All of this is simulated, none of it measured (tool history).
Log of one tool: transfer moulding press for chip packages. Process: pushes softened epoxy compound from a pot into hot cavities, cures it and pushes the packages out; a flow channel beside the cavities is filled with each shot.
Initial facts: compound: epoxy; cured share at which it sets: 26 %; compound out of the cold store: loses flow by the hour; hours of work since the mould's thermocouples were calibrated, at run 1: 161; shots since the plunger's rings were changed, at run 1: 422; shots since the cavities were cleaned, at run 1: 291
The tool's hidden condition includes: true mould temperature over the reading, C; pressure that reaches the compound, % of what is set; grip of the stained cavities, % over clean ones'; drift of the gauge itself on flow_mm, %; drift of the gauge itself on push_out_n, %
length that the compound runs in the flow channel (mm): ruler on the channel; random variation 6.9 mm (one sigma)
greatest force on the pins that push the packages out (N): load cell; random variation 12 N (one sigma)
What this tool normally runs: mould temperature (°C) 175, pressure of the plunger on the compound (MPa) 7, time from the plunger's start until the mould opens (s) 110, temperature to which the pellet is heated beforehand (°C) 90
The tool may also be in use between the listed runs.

run,day,mould temperature (°C),pressure of the plunger on the compound (MPa),time from the plunger's start until the mould opens (s),temperature to which the pellet is heated beforehand (°C),hours of work since the mould's thermocouples were calibrated,shots since the plunger's rings were changed,shots since the cavities were cleaned,incoming compound's hours out of the cold store,length that the compound runs in the flow channel (mm),greatest force on the pins that push the packages out (N)
1,0,175,7,110,90,161,422,291,21.9,795,742
2,0.271,175,7,110,90,166,510,379,36.3,773,765
# day 0.767: cavities cleaned with cleaning compound and waxed
3,0.808,170,7,110,90,175,662,12,25.2,796,796
4,1.108,170,7,110,90,180,760,110,17.9,807,874
5,1.538,175,7,112,90,188,898,248,43.3,745,634
6,1.912,175,7,112,90,196,1019,369,43.8,740,683
7,2.204,175,5.85,110,90,201,1113,463,44.3,683,730
# day 2.462: cavities cleaned with cleaning compound and waxed
8,2.829,175,7,110,83,212,1295,118,30.7,765,644
9,3.412,175,7,110,83,223,1484,307,23.5,771,724
10,3.783,175,7,110,90,230,1603,426,42.6,733,735
# day 4.158: cavities cleaned with cleaning compound and waxed
11,4.179,181,7,110,90,236,1710,6,43.4,720,456
12,4.625,175,7,110,90,244,1855,151,37.2,750,626
13,5.221,175,7,110,90,255,2046,342,39.8,734,730
14,5.554,175,7,110,90,262,2155,451,10,809,777
# day 5.829: cavities cleaned with cleaning compound and waxed
15,6.05,177,5.79,91,91,270,2294,71,37.9,662,783
16,6.483,177,5.79,91,91,278,2434,211,32.8,674,871
17,6.946,172,7,110,88,287,2584,361,45.3,716,894
# day 7.508: cavities cleaned with cleaning compound and waxed
18,7.612,173,7.9,110,88,298,2778,33,8.3,863,685
19,8.1,171,7.9,110,85,307,2935,190,15.4,850,868
20,8.504,181,7.9,133,85,315,3066,321,44.7,738,557
21,9.079,175,7.38,125,89,325,3251,506,28.6,767,674
# day 9.192: cavities cleaned with cleaning compound and waxed
22,9.721,180,7.38,125,89,336,3438,171,14.6,784,505
23,10.167,180,7.38,125,89,345,3582,315,40.9,721,527
24,10.6,175,5.71,114,84,353,3722,455,14.8,695,717
# day 10.879: cavities cleaned with cleaning compound and waxed
25,10.95,175,5.71,135,100,358,3815,23,37.5,649,487
26,11.279,175,7.49,110,90,364,3921,129,47.2,730,635
# day 11.538: plunger's sealing rings changed
27,12.008,169,6.65,96,96,376,152,331,23.5,798,1424
28,12.308,169,6.65,96,96,382,248,427,12.1,828,1488

Consider 4 possible next runs. They are alternatives, not a sequence: every one starts from the tool as it was left by run 28. What does each give?
# day 12.679: cavities cleaned with cleaning compound and waxed
A,12.817,169,8.51,96,96,390,392,44,31.8,?,?
# day 12.679: cavities cleaned with cleaning compound and waxed
B,12.817,182,8.66,144,96,390,392,44,39.4,?,?
# day 12.679: cavities cleaned with cleaning compound and waxed
C,12.817,177,5.4,96,90,390,392,44,40.6,?,?
# day 12.679: cavities cleaned with cleaning compound and waxed
D,12.817,175,5.83,101,98,390,392,44,15.3,?,?

run,length that the compound runs in the flow channel (mm),greatest force on the pins that push the packages out (N)
A,859,1116
B,814,434
C,654,646
D,741,685
With the hidden condition removed and each run's random variation left untouched, the same runs would have given:
run,length that the compound runs in the flow channel (mm),greatest force on the pins that push the packages out (N)
A,869,1069
B,824,411
C,662,618
D,750,656
